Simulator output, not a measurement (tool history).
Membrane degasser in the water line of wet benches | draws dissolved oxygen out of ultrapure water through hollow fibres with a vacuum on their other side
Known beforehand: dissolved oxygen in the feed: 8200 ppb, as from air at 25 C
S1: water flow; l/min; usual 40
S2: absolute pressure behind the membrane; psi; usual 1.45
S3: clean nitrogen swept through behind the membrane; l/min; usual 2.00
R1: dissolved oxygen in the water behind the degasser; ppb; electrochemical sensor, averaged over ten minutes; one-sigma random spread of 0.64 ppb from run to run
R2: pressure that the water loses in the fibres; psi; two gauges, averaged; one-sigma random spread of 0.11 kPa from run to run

| run | day | S1 | S2 | S3 | R1 | R2 |
|---|---|---|---|---|---|---|
| 1 | 0.000 | 40 | 1.45 | 2.00 | 305.3 | 4.550 |
| 2 | 12.904 | 40 | 1.45 | 2.00 | 306.5 | 4.570 |
| 3 | 22.362 | 54 | 1.45 | 2.00 | 413.8 | 6.164 |
| 4 | 31.171 | 54 | 1.45 | 2.00 | 414.7 | 6.157 |
| 5 | 36.433 | 54 | 1.45 | 2.00 | 414.5 | 6.161 |
| 6 | 48.421 | 54 | 2.78 | 2.00 | 877.8 | 6.192 |
| 7 | 60.338 | 28 | 1.45 | 2.00 | 219.7 | 3.231 |
|  | 61.088 | vacuum gauge calibrated |
| 8 | 65.717 | 28 | 1.45 | 2.00 | 220.0 | 3.205 |
|  | 67.704 | seals of the vacuum lines changed |
| 9 | 72.383 | 28 | 1.45 | 2.00 | 217.2 | 3.224 |
| 10 | 81.312 | 52 | 0.96 | 2.00 | 221.6 | 5.954 |
| 11 | 88.346 | 28 | 1.03 | 0.84 | 267.2 | 3.200 |
| 12 | 97.454 | 60 | 1.03 | 2.00 | 298.9 | 6.907 |
| 13 | 103.146 | 40 | 2.89 | 5.27 | 307.7 | 4.612 |
| 14 | 113.462 | 31 | 2.34 | 3.74 | 254.1 | 3.584 |
| 15 | 122.492 | 35 | 2.09 | 1.44 | 568.9 | 4.035 |
|  | 125.688 | vacuum gauge calibrated, once more |
| 16 | 131.458 | 35 | 1.25 | 0.94 | 402.5 | 4.048 |
| 17 | 142.096 | 37 | 0.93 | 1.42 | 187.7 | 4.293 |
| 18 | 154.975 | 59 | 3.25 | 2.08 | 1079.9 | 6.811 |

Each row is a separate what-if for the run after 18, all from the same tool condition, not one after another. Results?
| A | 164.688 | 56 | 1.45 | 4.41 | ? | ? |
| B | 164.688 | 28 | 1.86 | 2.54 | ? | ? |
| C | 164.688 | 40 | 2.12 | 4.84 | ? | ? |
| D | 164.688 | 41 | 1.03 | 3.27 | ? | ? |
| E | 164.688 | 40 | 2.10 | 4.87 | ? | ? |

| run | R1 | R2 |
|---|---|---|
| A | 243.4 | 6.485 |
| B | 246.9 | 3.249 |
| C | 234.0 | 4.630 |
| D | 128.7 | 4.766 |
| E | 230.3 | 4.628 |
What these runs would have given with no unlogged condition in the tool:
| run | R1 | R2 |
|---|---|---|
| A | 228.4 | 6.087 |
| B | 243.5 | 3.050 |
| C | 227.8 | 4.347 |
| D | 121.9 | 4.474 |
| E | 224.2 | 4.345 |
